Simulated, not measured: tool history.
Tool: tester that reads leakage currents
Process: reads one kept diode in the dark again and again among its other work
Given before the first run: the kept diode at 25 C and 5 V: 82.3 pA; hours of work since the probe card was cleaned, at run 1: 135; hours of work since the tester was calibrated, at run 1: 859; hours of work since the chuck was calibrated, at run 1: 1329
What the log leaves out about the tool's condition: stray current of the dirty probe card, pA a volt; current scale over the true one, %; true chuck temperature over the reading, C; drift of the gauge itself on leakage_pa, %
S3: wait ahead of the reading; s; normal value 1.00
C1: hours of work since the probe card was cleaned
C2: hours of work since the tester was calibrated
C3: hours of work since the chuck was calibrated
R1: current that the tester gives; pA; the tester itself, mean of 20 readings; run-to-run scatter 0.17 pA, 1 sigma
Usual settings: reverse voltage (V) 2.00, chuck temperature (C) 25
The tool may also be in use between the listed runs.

Run 1, hour 0.0: usual settings; C1 135; C2 859; C3 1329. Result: R1 58.75 pA.
Run 2, hour 37.8: usual settings; C1 162; C2 886; C3 1356. Result: R1 59.16 pA.
Run 3, hour 67.7: usual settings; C1 183; C2 907; C3 1377. Result: R1 59.53 pA.
Run 4, hour 123.2: usual settings but reverse voltage (V) 1.43; C1 223; C2 947; C3 1417. Result: R1 50.69 pA.
Run 5, hour 187.4: usual settings but reverse voltage (V) 1.43; C1 269; C2 993; C3 1463. Result: R1 50.95 pA.
Run 6, hour 233.5: usual settings but reverse voltage (V) 9.75, chuck temperature (C) 32, S3 2.50 s; C1 302; C2 1026; C3 1496. Result: R1 206.88 pA.
Run 7, hour 265.6: usual settings but reverse voltage (V) 9.75, chuck temperature (C) 32, S3 7.63 s; C1 325; C2 1049; C3 1519. Result: R1 207.17 pA.
Run 8, hour 325.7: usual settings but reverse voltage (V) 1.31, chuck temperature (C) 32, S3 7.63 s; C1 368; C2 1093; C3 1562. Result: R1 79.61 pA.
Run 9, hour 381.1: usual settings but S3 0.34 s; C1 408; C2 1132; C3 1602. Result: R1 61.70 pA.
Run 10, hour 450.3: usual settings but reverse voltage (V) 12.74, chuck temperature (C) 46, S3 2.97 s; C1 458; C2 1182; C3 1652. Result: R1 586.79 pA.

Below are 3 alternative next runs, each starting from the tool's condition after run 10. Predict each:
Run A, hour 484.6: usual settings but reverse voltage (V) 12.74, chuck temperature (C) 46, S3 1.26 s; C1 482; C2 1207; C3 1676. Result: R1 ?.
Run B, hour 484.6: usual settings but reverse voltage (V) 8.90, chuck temperature (C) 31, S3 3.73 s; C1 482; C2 1207; C3 1676. Result: R1 ?.
Run C, hour 484.6: usual settings but reverse voltage (V) 1.12, chuck temperature (C) 43, S3 2.97 s; C1 482; C2 1207; C3 1676. Result: R1 ?.

run      R1
  A  592.89
  B  188.08
  C  152.92
Had the tool no hidden state, the same runs would have come out as:
run      R1
  A  535.69
  B  165.78
  C  139.05
